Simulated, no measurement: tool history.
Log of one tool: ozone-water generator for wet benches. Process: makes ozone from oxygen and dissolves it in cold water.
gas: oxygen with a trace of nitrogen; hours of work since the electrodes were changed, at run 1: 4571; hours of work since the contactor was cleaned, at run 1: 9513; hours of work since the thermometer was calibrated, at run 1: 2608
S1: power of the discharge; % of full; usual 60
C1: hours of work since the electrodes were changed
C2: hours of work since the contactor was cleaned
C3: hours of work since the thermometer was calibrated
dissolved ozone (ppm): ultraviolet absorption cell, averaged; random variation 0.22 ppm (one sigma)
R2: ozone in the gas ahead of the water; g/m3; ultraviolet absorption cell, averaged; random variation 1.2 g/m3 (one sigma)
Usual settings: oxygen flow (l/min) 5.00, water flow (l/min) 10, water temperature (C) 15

{"run": 1, "hour": 0.0, "S1": 60, "oxygen flow (l/min)": 5.0, "water flow (l/min)": 10, "water temperature (C)": 15, "C1": 4571, "C2": 9513, "C3": 2608, "dissolved ozone (ppm)": 31.6, "R2": 216.3}
{"run": 2, "hour": 131.3, "S1": 60, "oxygen flow (l/min)": 5.0, "water flow (l/min)": 13, "water temperature (C)": 15, "C1": 4684, "C2": 9626, "C3": 2722, "dissolved ozone (ppm)": 26.2, "R2": 217.2}
{"run": 3, "hour": 191.1, "S1": 60, "oxygen flow (l/min)": 5.0, "water flow (l/min)": 10, "water temperature (C)": 15, "C1": 4735, "C2": 9678, "C3": 2773, "dissolved ozone (ppm)": 31.8, "R2": 216.8}
{"run": 4, "hour": 297.9, "S1": 60, "oxygen flow (l/min)": 5.0, "water flow (l/min)": 10, "water temperature (C)": 15, "C1": 4827, "C2": 9770, "C3": 2865, "dissolved ozone (ppm)": 32.0, "R2": 216.5}
{"run": 5, "hour": 401.6, "S1": 60, "oxygen flow (l/min)": 5.0, "water flow (l/min)": 10, "water temperature (C)": 15, "C1": 4916, "C2": 9859, "C3": 2954, "dissolved ozone (ppm)": 32.4, "R2": 217.9}
{"run": 6, "hour": 483.5, "S1": 54, "oxygen flow (l/min)": 5.0, "water flow (l/min)": 10, "water temperature (C)": 15, "C1": 4987, "C2": 9930, "C3": 3025, "dissolved ozone (ppm)": 30.0, "R2": 202.4}
{"run": 7, "hour": 558.9, "S1": 54, "oxygen flow (l/min)": 5.0, "water flow (l/min)": 10, "water temperature (C)": 15, "C1": 5052, "C2": 9995, "C3": 3090, "dissolved ozone (ppm)": 29.8, "R2": 203.9}
{"run": 8, "hour": 686.9, "S1": 60, "oxygen flow (l/min)": 5.0, "water flow (l/min)": 10, "water temperature (C)": 13, "C1": 5162, "C2": 10105, "C3": 3200, "dissolved ozone (ppm)": 33.5, "R2": 215.5}
{"run": 9, "hour": 783.7, "S1": 60, "oxygen flow (l/min)": 5.0, "water flow (l/min)": 10, "water temperature (C)": 13, "C1": 5246, "C2": 10188, "C3": 3283, "dissolved ozone (ppm)": 33.2, "R2": 216.8}
{"run": 10, "hour": 903.9, "S1": 60, "oxygen flow (l/min)": 5.0, "water flow (l/min)": 10, "water temperature (C)": 15, "C1": 5349, "C2": 10292, "C3": 3387, "dissolved ozone (ppm)": 32.0, "R2": 218.6}
{"run": 11, "hour": 982.8, "S1": 60, "oxygen flow (l/min)": 5.0, "water flow (l/min)": 10, "water temperature (C)": 15, "C1": 5417, "C2": 10360, "C3": 3455, "dissolved ozone (ppm)": 31.9, "R2": 216.7}
{"run": 12, "hour": 1053.2, "S1": 60, "oxygen flow (l/min)": 5.0, "water flow (l/min)": 11, "water temperature (C)": 15, "C1": 5478, "C2": 10420, "C3": 3515, "dissolved ozone (ppm)": 29.7, "R2": 220.8}
{"run": 13, "hour": 1184.4, "S1": 60, "oxygen flow (l/min)": 5.0, "water flow (l/min)": 9, "water temperature (C)": 15, "C1": 5591, "C2": 10533, "C3": 3628, "dissolved ozone (ppm)": 34.0, "R2": 221.4}
{"run": 14, "hour": 1248.2, "S1": 60, "oxygen flow (l/min)": 5.0, "water flow (l/min)": 9, "water temperature (C)": 15, "C1": 5646, "C2": 10588, "C3": 3683, "dissolved ozone (ppm)": 34.1, "R2": 218.3}
{"hour": 1331.0, "done": "contactor cleaned"}
{"run": 15, "hour": 1351.0, "S1": 60, "oxygen flow (l/min)": 5.0, "water flow (l/min)": 10, "water temperature (C)": 15, "C1": 5731, "C2": 17, "C3": 3768, "dissolved ozone (ppm)": 31.7, "R2": 220.2}
{"run": 16, "hour": 1428.5, "S1": 62, "oxygen flow (l/min)": 2.8, "water flow (l/min)": 14, "water temperature (C)": 15, "C1": 5797, "C2": 84, "C3": 3835, "dissolved ozone (ppm)": 23.9, "R2": 297.3}
{"run": 17, "hour": 1568.4, "S1": 60, "oxygen flow (l/min)": 2.8, "water flow (l/min)": 10, "water temperature (C)": 11, "C1": 5918, "C2": 204, "C3": 3956, "dissolved ozone (ppm)": 34.0, "R2": 291.8}
{"run": 18, "hour": 1640.6, "S1": 60, "oxygen flow (l/min)": 2.8, "water flow (l/min)": 15, "water temperature (C)": 8, "C1": 5980, "C2": 267, "C3": 4018, "dissolved ozone (ppm)": 23.5, "R2": 289.3}
{"run": 19, "hour": 1709.7, "S1": 60, "oxygen flow (l/min)": 5.0, "water flow (l/min)": 8, "water temperature (C)": 8, "C1": 6039, "C2": 326, "C3": 4077, "dissolved ozone (ppm)": 42.8, "R2": 217.0}
{"run": 20, "hour": 1827.7, "S1": 63, "oxygen flow (l/min)": 2.99, "water flow (l/min)": 13, "water temperature (C)": 18, "C1": 6141, "C2": 428, "C3": 4179, "dissolved ozone (ppm)": 25.1, "R2": 290.7}
{"run": 21, "hour": 1966.1, "S1": 63, "oxygen flow (l/min)": 2.99, "water flow (l/min)": 13, "water temperature (C)": 18, "C1": 6260, "C2": 547, "C3": 4298, "dissolved ozone (ppm)": 25.1, "R2": 291.2}
{"run": 22, "hour": 2037.0, "S1": 60, "oxygen flow (l/min)": 5.0, "water flow (l/min)": 15, "water temperature (C)": 15, "C1": 6321, "C2": 608, "C3": 4359, "dissolved ozone (ppm)": 23.1, "R2": 219.7}
{"run": 23, "hour": 2104.3, "S1": 42, "oxygen flow (l/min)": 4.29, "water flow (l/min)": 8, "water temperature (C)": 9, "C1": 6379, "C2": 666, "C3": 4417, "dissolved ozone (ppm)": 33.6, "R2": 190.7}
{"run": 24, "hour": 2211.1, "S1": 42, "oxygen flow (l/min)": 4.29, "water flow (l/min)": 8, "water temperature (C)": 9, "C1": 6471, "C2": 758, "C3": 4509, "dissolved ozone (ppm)": 33.5, "R2": 188.7}
{"run": 25, "hour": 2324.6, "S1": 60, "oxygen flow (l/min)": 6.96, "water flow (l/min)": 11, "water temperature (C)": 15, "C1": 6569, "C2": 856, "C3": 4607, "dissolved ozone (ppm)": 28.9, "R2": 186.5}
{"run": 26, "hour": 2454.3, "S1": 60, "oxygen flow (l/min)": 6.2, "water flow (l/min)": 16, "water temperature (C)": 16, "C1": 6681, "C2": 967, "C3": 4718, "dissolved ozone (ppm)": 21.8, "R2": 198.6}
{"run": 27, "hour": 2534.7, "S1": 60, "oxygen flow (l/min)": 7.6, "water flow (l/min)": 16, "water temperature (C)": 22, "C1": 6750, "C2": 1036, "C3": 4788, "dissolved ozone (ppm)": 19.1, "R2": 179.9}
{"run": 28, "hour": 2635.9, "S1": 89, "oxygen flow (l/min)": 5.0, "water flow (l/min)": 13, "water temperature (C)": 15, "C1": 6837, "C2": 1124, "C3": 4875, "dissolved ozone (ppm)": 33.3, "R2": 283.5}
{"run": 29, "hour": 2777.6, "S1": 89, "oxygen flow (l/min)": 5.0, "water flow (l/min)": 13, "water temperature (C)": 15, "C1": 6959, "C2": 1246, "C3": 4997, "dissolved ozone (ppm)": 33.2, "R2": 282.5}

Forecast each of these 3 alternatives for the next run:
{"run": "A", "hour": 2848.0, "S1": 60, "oxygen flow (l/min)": 5.0, "water flow (l/min)": 10, "water temperature (C)": 8, "C1": 7020, "C2": 1306, "C3": 5057, "dissolved ozone (ppm)": "?", "R2": "?"}
{"run": "B", "hour": 2848.0, "S1": 60, "oxygen flow (l/min)": 5.0, "water flow (l/min)": 12, "water temperature (C)": 15, "C1": 7020, "C2": 1306, "C3": 5057, "dissolved ozone (ppm)": "?", "R2": "?"}
{"run": "C", "hour": 2848.0, "S1": 60, "oxygen flow (l/min)": 6.36, "water flow (l/min)": 10, "water temperature (C)": 7, "C1": 7020, "C2": 1306, "C3": 5057, "dissolved ozone (ppm)": "?", "R2": "?"}

run=A dissolved_ozone_(ppm)=35.9 R2=221.4
run=B dissolved_ozone_(ppm)=28.0 R2=221.8
run=C dissolved_ozone_(ppm)=36.2 R2=195.2
Without the tool's hidden state the same runs would have given:
run=A dissolved_ozone_(ppm)=36.0 R2=216.3
run=B dissolved_ozone_(ppm)=28.0 R2=216.6
run=C dissolved_ozone_(ppm)=36.2 R2=190.6
